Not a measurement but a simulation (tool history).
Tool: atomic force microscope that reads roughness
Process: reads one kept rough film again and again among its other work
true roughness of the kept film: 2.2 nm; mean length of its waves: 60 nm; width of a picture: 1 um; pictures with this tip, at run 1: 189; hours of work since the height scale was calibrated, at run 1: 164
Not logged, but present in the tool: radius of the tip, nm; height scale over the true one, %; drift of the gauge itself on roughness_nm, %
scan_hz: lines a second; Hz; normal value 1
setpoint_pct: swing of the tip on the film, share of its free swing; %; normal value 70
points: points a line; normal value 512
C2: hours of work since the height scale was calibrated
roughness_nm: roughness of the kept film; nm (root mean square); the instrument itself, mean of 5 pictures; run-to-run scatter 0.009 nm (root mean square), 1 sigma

run 1 hour=0 | scan_hz=1 setpoint_pct=70 points=512 | pictures_with_this_tip=189 C2=164 | roughness_nm=1.97
run 2 hour=44.8 | scan_hz=1 setpoint_pct=70 points=512 | pictures_with_this_tip=246 C2=194 | roughness_nm=1.939
run 3 hour=82.2 | scan_hz=1 setpoint_pct=70 points=827 | pictures_with_this_tip=293 C2=218 | roughness_nm=1.923
-- hour=124.3 new tip fitted
run 4 hour=131.4 | scan_hz=1 setpoint_pct=70 points=512 | pictures_with_this_tip=9 C2=250 | roughness_nm=2.011
run 5 hour=205.1 | scan_hz=1 setpoint_pct=70 points=512 | pictures_with_this_tip=103 C2=299 | roughness_nm=1.987
run 6 hour=253.1 | scan_hz=1 setpoint_pct=70 points=512 | pictures_with_this_tip=164 C2=330 | roughness_nm=1.973
run 7 hour=307.4 | scan_hz=1 setpoint_pct=70 points=512 | pictures_with_this_tip=232 C2=366 | roughness_nm=1.936
run 8 hour=376.1 | scan_hz=1 setpoint_pct=60 points=512 | pictures_with_this_tip=320 C2=411 | roughness_nm=1.986
-- hour=399.2 new tip fitted
run 9 hour=419.9 | scan_hz=1 setpoint_pct=60 points=512 | pictures_with_this_tip=27 C2=439 | roughness_nm=2.073
run 10 hour=496.3 | scan_hz=1 setpoint_pct=60 points=512 | pictures_with_this_tip=124 C2=489 | roughness_nm=2.033
run 11 hour=563.5 | scan_hz=1 setpoint_pct=70 points=512 | pictures_with_this_tip=209 C2=534 | roughness_nm=1.972
run 12 hour=626 | scan_hz=1 setpoint_pct=71 points=512 | pictures_with_this_tip=288 C2=575 | roughness_nm=1.934
-- hour=669.8 new tip fitted
run 13 hour=683.2 | scan_hz=1 setpoint_pct=71 points=512 | pictures_with_this_tip=17 C2=612 | roughness_nm=2.032
run 14 hour=751.8 | scan_hz=1 setpoint_pct=71 points=512 | pictures_with_this_tip=104 C2=657 | roughness_nm=1.996
run 15 hour=820.2 | scan_hz=2 setpoint_pct=70 points=512 | pictures_with_this_tip=191 C2=702 | roughness_nm=1.868
run 16 hour=862.9 | scan_hz=1 setpoint_pct=69 points=512 | pictures_with_this_tip=245 C2=730 | roughness_nm=1.982
run 17 hour=894.8 | scan_hz=1 setpoint_pct=70 points=800 | pictures_with_this_tip=286 C2=751 | roughness_nm=1.955
-- hour=945.8 new tip fitted
run 18 hour=971.1 | scan_hz=1 setpoint_pct=70 points=333 | pictures_with_this_tip=32 C2=800 | roughness_nm=2.038
run 19 hour=1021.4 | scan_hz=1 setpoint_pct=70 points=333 | pictures_with_this_tip=96 C2=834 | roughness_nm=2.014
run 20 hour=1087.5 | scan_hz=1 setpoint_pct=70 points=333 | pictures_with_this_tip=179 C2=877 | roughness_nm=1.976
run 21 hour=1119.3 | scan_hz=0.71 setpoint_pct=70 points=512 | pictures_with_this_tip=220 C2=898 | roughness_nm=2.007
run 22 hour=1152.7 | scan_hz=1 setpoint_pct=70 points=532 | pictures_with_this_tip=262 C2=920 | roughness_nm=1.932
-- hour=1220 new tip fitted
run 23 hour=1220.4 | scan_hz=1 setpoint_pct=70 points=683 | pictures_with_this_tip=1 C2=964 | roughness_nm=2.031
run 24 hour=1254.7 | scan_hz=1 setpoint_pct=70 points=512 | pictures_with_this_tip=44 C2=986 | roughness_nm=2.018
run 25 hour=1307.6 | scan_hz=1 setpoint_pct=70 points=907 | pictures_with_this_tip=111 C2=1021 | roughness_nm=2.015
run 26 hour=1343.5 | scan_hz=1 setpoint_pct=70 points=907 | pictures_with_this_tip=157 C2=1045 | roughness_nm=2.008
run 27 hour=1375.1 | scan_hz=1.1 setpoint_pct=86 points=426 | pictures_with_this_tip=197 C2=1065 | roughness_nm=1.813
run 28 hour=1447.2 | scan_hz=1.1 setpoint_pct=86 points=426 | pictures_with_this_tip=288 C2=1113 | roughness_nm=1.795
run 29 hour=1484.3 | scan_hz=2.22 setpoint_pct=60 points=512 | pictures_with_this_tip=335 C2=1137 | roughness_nm=1.913
-- hour=1491.7 new tip fitted
-- hour=1492.7 height scale calibrated on a step standard
run 30 hour=1530.6 | scan_hz=2.22 setpoint_pct=60 points=512 | pictures_with_this_tip=48 C2=25 | roughness_nm=2.007
run 31 hour=1597.3 | scan_hz=1.37 setpoint_pct=60 points=324 | pictures_with_this_tip=133 C2=69 | roughness_nm=2.022
run 32 hour=1666.3 | scan_hz=1 setpoint_pct=67 points=595 | pictures_with_this_tip=221 C2=114 | roughness_nm=2.008
run 33 hour=1723.1 | scan_hz=1 setpoint_pct=67 points=595 | pictures_with_this_tip=293 C2=151 | roughness_nm=1.982
-- hour=1767.5 new tip fitted
run 34 hour=1767.5 | scan_hz=1 setpoint_pct=78 points=292 | pictures_with_this_tip=0 C2=180 | roughness_nm=1.986
-- hour=1832.4 height scale calibrated on a step standard, once more
run 35 hour=1837.2 | scan_hz=1 setpoint_pct=78 points=765 | pictures_with_this_tip=88 C2=3 | roughness_nm=1.945
run 36 hour=1877.7 | scan_hz=1 setpoint_pct=78 points=765 | pictures_with_this_tip=139 C2=30 | roughness_nm=1.933
run 37 hour=1944.1 | scan_hz=2.65 setpoint_pct=78 points=789 | pictures_with_this_tip=223 C2=73 | roughness_nm=1.659
run 38 hour=2020.1 | scan_hz=1.94 setpoint_pct=70 points=617 | pictures_with_this_tip=320 C2=123 | roughness_nm=1.832
-- hour=2040.8 new tip fitted
run 39 hour=2058 | scan_hz=0.52 setpoint_pct=70 points=512 | pictures_with_this_tip=22 C2=148 | roughness_nm=2.088
run 40 hour=2115.6 | scan_hz=2.37 setpoint_pct=60 points=512 | pictures_with_this_tip=95 C2=186 | roughness_nm=1.941
run 41 hour=2169.5 | scan_hz=0.69 setpoint_pct=75 points=898 | pictures_with_this_tip=164 C2=221 | roughness_nm=1.969
run 42 hour=2234.9 | scan_hz=1.46 setpoint_pct=85 points=602 | pictures_with_this_tip=247 C2=264 | roughness_nm=1.727
run 43 hour=2297.2 | scan_hz=0.82 setpoint_pct=65 points=420 | pictures_with_this_tip=326 C2=305 | roughness_nm=1.949
-- hour=2313.2 new tip fitted
run 44 hour=2331.4 | scan_hz=2.87 setpoint_pct=67 points=420 | pictures_with_this_tip=23 C2=327 | roughness_nm=1.869
run 45 hour=2402.3 | scan_hz=1.07 setpoint_pct=88 points=490 | pictures_with_this_tip=113 C2=373 | roughness_nm=1.81
run 46 hour=2469.4 | scan_hz=1.07 setpoint_pct=88 points=425 | pictures_with_this_tip=199 C2=418 | roughness_nm=1.78
run 47 hour=2523.8 | scan_hz=1.46 setpoint_pct=64 points=512 | pictures_with_this_tip=268 C2=453 | roughness_nm=1.942
-- hour=2588 new tip fitted
run 48 hour=2600 | scan_hz=0.69 setpoint_pct=56 points=525 | pictures_with_this_tip=16 C2=503 | roughness_nm=2.111
run 49 hour=2633.6 | scan_hz=0.69 setpoint_pct=56 points=525 | pictures_with_this_tip=58 C2=525 | roughness_nm=2.096
run 50 hour=2668.3 | scan_hz=0.69 setpoint_pct=56 points=525 | pictures_with_this_tip=102 C2=548 | roughness_nm=2.067
run 51 hour=2732.9 | scan_hz=0.69 setpoint_pct=86 points=826 | pictures_with_this_tip=184 C2=590 | roughness_nm=1.897
run 52 hour=2784.3 | scan_hz=0.59 setpoint_pct=58 points=512 | pictures_with_this_tip=250 C2=624 | roughness_nm=2.008

3 options for the next run, each taken on its own from the tool as it stands now. Forecast them:
run A hour=2826 | scan_hz=0.87 setpoint_pct=72 points=804 | pictures_with_this_tip=302 C2=651 | roughness_nm=?
run B hour=2826 | scan_hz=1 setpoint_pct=57 points=896 | pictures_with_this_tip=302 C2=651 | roughness_nm=?
run C hour=2826 | scan_hz=0.59 setpoint_pct=60 points=384 | pictures_with_this_tip=302 C2=651 | roughness_nm=?

run=A roughness_nm=1.921
run=B roughness_nm=1.987
run=C roughness_nm=2.001
With no hidden state in the tool, these same runs would have given:
run=A roughness_nm=2.015
run=B roughness_nm=2.084
run=C roughness_nm=2.099
